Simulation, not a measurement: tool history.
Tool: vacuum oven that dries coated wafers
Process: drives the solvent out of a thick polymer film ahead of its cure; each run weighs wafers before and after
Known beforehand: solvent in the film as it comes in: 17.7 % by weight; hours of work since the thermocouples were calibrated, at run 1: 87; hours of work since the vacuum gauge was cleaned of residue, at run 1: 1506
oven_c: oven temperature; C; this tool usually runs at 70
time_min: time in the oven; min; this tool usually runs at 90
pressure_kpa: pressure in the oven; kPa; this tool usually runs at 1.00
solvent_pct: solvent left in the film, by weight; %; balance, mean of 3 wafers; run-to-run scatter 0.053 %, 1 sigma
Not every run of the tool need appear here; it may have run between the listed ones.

run     day  oven_c  time_min  pressure_kpa  hours of work since the thermocouples were calibrated  hours of work since the vacuum gauge was cleaned of residue  solvent_pct
  1   0.000      70        90          1.00                                                     87                                                         1506         2.35
  2   3.204      70        90          1.00                                                    131                                                         1550         2.42
  3   5.042      70        90          1.00                                                    157                                                         1576         2.33
  4   8.242      70        90          1.00                                                    202                                                         1620         2.39
  5   9.912      70        90          1.00                                                    225                                                         1644         2.39
  6  12.642      70        90          1.00                                                    263                                                         1682         2.46
  7  15.483      70        90          0.50                                                    303                                                         1721         2.20
  8  18.600      70        90          0.50                                                    346                                                         1765         2.13
  9  21.888      70        90          1.00                                                    392                                                         1811         2.54
 10  24.679      70        90          1.00                                                    431                                                         1850         2.56
 11  26.438      70        90          1.00                                                    455                                                         1874         2.56
 12  27.883      70        90          1.00                                                    475                                                         1894         2.55
 13  29.962      57        90          1.00                                                    504                                                         1923         7.90
 14  33.250      57        90          1.00                                                    550                                                         1969         7.97
 15  35.388      57        90          1.98                                                    580                                                         1999         8.97
     35.612  -- oven's thermocouples calibrated
 16  36.975      57        90          1.98                                                     19                                                         2020         9.02
 17  38.542      70       118          1.00                                                     41                                                         2042         2.11
 18  41.133      70        88          2.95                                                     77                                                         2078         4.53
 19  43.704      70        99          0.59                                                    113                                                         2114         2.32
 20  45.467      57        67          0.76                                                    137                                                         2138         9.37
 21  48.462      68       145          1.00                                                    179                                                         2180         2.25
 22  51.200      63        90          2.69                                                    217                                                         2218         7.13
 23  53.075      63        90          2.69                                                    243                                                         2244         7.07
 24  54.550      63        90          2.69                                                    264                                                         2265         7.19
     55.446  -- oven's thermocouples calibrated, once more
 25  57.517      64       143          3.28                                                     29                                                         2305         5.31
 26  59.038      64       143          3.28                                                     50                                                         2326         5.41
 27  61.196      64       143          3.28                                                     80                                                         2356         5.40

What if the next run were any one of these 4? Each begins from the tool's condition after run 27:
  A  64.262      69        74          2.35                                                    123                                                         2399            ?
  B  64.262      70       119          1.00                                                    123                                                         2399            ?
  C  64.262      64        71          1.17                                                    123                                                         2399            ?
  D  64.262      66        90          0.89                                                    123                                                         2399            ?

run  solvent_pct
  A         4.52
  B         2.05
  C         6.04
  D         3.91
Without the tool's hidden state the same runs would have given:
run  solvent_pct
  A         3.73
  B         1.26
  C         5.16
  D         3.03
